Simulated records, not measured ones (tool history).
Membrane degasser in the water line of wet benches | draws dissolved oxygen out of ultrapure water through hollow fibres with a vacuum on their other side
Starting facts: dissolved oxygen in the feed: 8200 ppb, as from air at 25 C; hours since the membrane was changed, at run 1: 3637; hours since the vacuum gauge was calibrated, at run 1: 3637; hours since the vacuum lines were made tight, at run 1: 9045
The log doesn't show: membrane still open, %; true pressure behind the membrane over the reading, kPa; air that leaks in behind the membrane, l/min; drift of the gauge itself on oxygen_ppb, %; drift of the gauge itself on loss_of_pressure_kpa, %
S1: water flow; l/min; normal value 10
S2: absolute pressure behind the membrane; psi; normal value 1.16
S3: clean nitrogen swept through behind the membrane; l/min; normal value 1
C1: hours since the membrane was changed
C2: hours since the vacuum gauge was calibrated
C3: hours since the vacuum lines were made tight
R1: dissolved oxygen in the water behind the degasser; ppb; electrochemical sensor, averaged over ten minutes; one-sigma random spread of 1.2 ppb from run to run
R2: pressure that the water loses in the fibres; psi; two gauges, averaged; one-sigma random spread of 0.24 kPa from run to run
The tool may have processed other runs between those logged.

run	hour	S1	S2	S3	C1	C2	C3	R1	R2
1	0	10	1.16	1	3637	3637	9045	112.7	8.772
2	67.4	10	1.16	1	3704	3704	9113	115.3	8.798
3	123	6	1.16	1	3760	3760	9168	71.4	5.316
4	218.9	6	1.16	1	3856	3856	9264	69.7	5.307
5	326.9	6	1.16	1	3964	3964	9372	69.4	5.319
6	384.5	6	1.16	1	4021	4021	9430	70.4	5.32
7	453.7	10	1.16	1	4090	4090	9499	113.9	8.833
8	572	10	0.925	1	4209	4209	9617	77.5	8.917
# hour 616.4: vacuum gauge calibrated
9	639.2	10	0.925	1	4275	23	9684	75.5	8.869
10	700.5	10	0.925	1	4337	84	9745	76.2	8.86
11	804.5	10	0.925	1	4441	188	9849	76.9	8.937
12	886.9	10	0.925	1	4523	271	9932	76.4	8.944
13	1013.2	10	0.925	1	4649	397	10058	77	8.911
14	1104.6	10	1.16	1	4741	488	10149	113.1	8.908
15	1174.8	10	1.16	1	4811	558	10220	115.1	8.965
# hour 1229.4: gauge calibrated
16	1262.9	6	1.16	1	4899	646	10308	69	5.262
17	1345.7	6	1.16	1	4982	729	10390	70.1	5.232
18	1459.9	9	1.16	1.9	5096	843	10505	56.4	7.902
19	1519.6	10	1.272	1	5156	903	10564	131.5	8.804
20	1619.4	10	1.272	1	5256	1003	10664	131.6	8.871
21	1704.6	10	1.272	1	5341	1088	10749	131	8.782
22	1807.6	10	1.272	1	5444	1191	10852	134	8.869
23	1911.6	10	1.272	1	5548	1295	10956	130.8	8.884
24	2011.6	9	1.68	1.44	5648	1395	11056	127.4	8.018
25	2099.6	10	2.825	1.52	5736	1483	11144	255.7	8.891
26	2194	12	1.16	1	5830	1578	11239	137.7	10.656
27	2289.1	9	1.632	1.07	5925	1673	11334	162.2	8.052
28	2357.9	10	2.569	2.59	5994	1741	11403	137	8.992
29	2434.9	10	2.569	2.59	6071	1819	11480	138.3	8.973
30	2516	10	2.569	2.59	6152	1900	11561	137.6	8.959

Each row is a separate what-if for the run after 30, all from the same tool condition, not one after another. Results?
A	2574.6	10	1.201	2.59	6211	1958	11619	?	?
B	2574.6	14	1.297	1.85	6211	1958	11619	?	?
C	2574.6	10	0.947	2.89	6211	1958	11619	?	?

run	R1	R2
A	49.6	9.007
B	111.2	12.565
C	30.7	8.93
With no hidden state in the tool, these same runs would have given:
run	R1	R2
A	49.5	8.799
B	111	12.275
C	30.7	8.723

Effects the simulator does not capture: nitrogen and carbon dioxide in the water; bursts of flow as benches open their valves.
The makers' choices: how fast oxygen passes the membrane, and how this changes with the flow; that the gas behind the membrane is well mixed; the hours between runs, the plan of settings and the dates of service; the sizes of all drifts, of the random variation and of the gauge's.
